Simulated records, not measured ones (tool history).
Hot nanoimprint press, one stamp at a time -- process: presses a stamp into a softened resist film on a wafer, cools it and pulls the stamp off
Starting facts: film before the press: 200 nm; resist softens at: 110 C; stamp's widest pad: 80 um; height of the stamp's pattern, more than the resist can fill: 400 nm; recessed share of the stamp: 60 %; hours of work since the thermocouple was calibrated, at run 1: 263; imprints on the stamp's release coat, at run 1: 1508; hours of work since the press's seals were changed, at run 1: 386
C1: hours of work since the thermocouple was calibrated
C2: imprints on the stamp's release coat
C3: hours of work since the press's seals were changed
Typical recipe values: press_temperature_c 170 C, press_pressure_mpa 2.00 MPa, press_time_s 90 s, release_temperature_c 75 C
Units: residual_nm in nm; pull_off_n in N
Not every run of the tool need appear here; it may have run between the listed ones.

run 1 hour=0.0 | press_temperature_c=170 press_pressure_mpa=2.00 press_time_s=90 release_temperature_c=75 | C1=263 C2=1508 C3=386 | residual_nm=108.8 pull_off_n=166
-- hour=17.8 stamp cleaned and given a new release coat
run 2 hour=32.2 | press_temperature_c=170 press_pressure_mpa=2.00 press_time_s=90 release_temperature_c=75 | C1=274 C2=46 C3=396 | residual_nm=108.9 pull_off_n=135
run 3 hour=69.6 | press_temperature_c=170 press_pressure_mpa=2.00 press_time_s=90 release_temperature_c=75 | C1=289 C2=165 C3=411 | residual_nm=108.6 pull_off_n=138
run 4 hour=103.0 | press_temperature_c=170 press_pressure_mpa=2.69 press_time_s=90 release_temperature_c=75 | C1=302 C2=272 C3=425 | residual_nm=93.1 pull_off_n=139
run 5 hour=141.3 | press_temperature_c=170 press_pressure_mpa=2.69 press_time_s=90 release_temperature_c=75 | C1=318 C2=394 C3=440 | residual_nm=93.1 pull_off_n=138
run 6 hour=181.7 | press_temperature_c=173 press_pressure_mpa=2.00 press_time_s=90 release_temperature_c=75 | C1=334 C2=522 C3=457 | residual_nm=99.2 pull_off_n=142
run 7 hour=205.8 | press_temperature_c=170 press_pressure_mpa=2.00 press_time_s=147 release_temperature_c=75 | C1=344 C2=599 C3=466 | residual_nm=92.8 pull_off_n=145
run 8 hour=242.9 | press_temperature_c=177 press_pressure_mpa=1.65 press_time_s=90 release_temperature_c=75 | C1=359 C2=718 C3=481 | residual_nm=97.3 pull_off_n=149
-- hour=248.5 plate thermocouple calibrated
run 9 hour=281.6 | press_temperature_c=164 press_pressure_mpa=1.74 press_time_s=90 release_temperature_c=75 | C1=13 C2=831 C3=496 | residual_nm=135.6 pull_off_n=149

Run 10 is up next; what results do you expect?
run 10 hour=329.3 | press_temperature_c=176 press_pressure_mpa=1.81 press_time_s=95 release_temperature_c=75 | C1=33 C2=983 C3=515 | residual_nm=? pull_off_n=?

residual_nm: 93.2 nm
pull_off_n: 153 N
Without the tool's hidden state the same run would have given residual_nm 95.9 nm, pull_off_n 134 N.
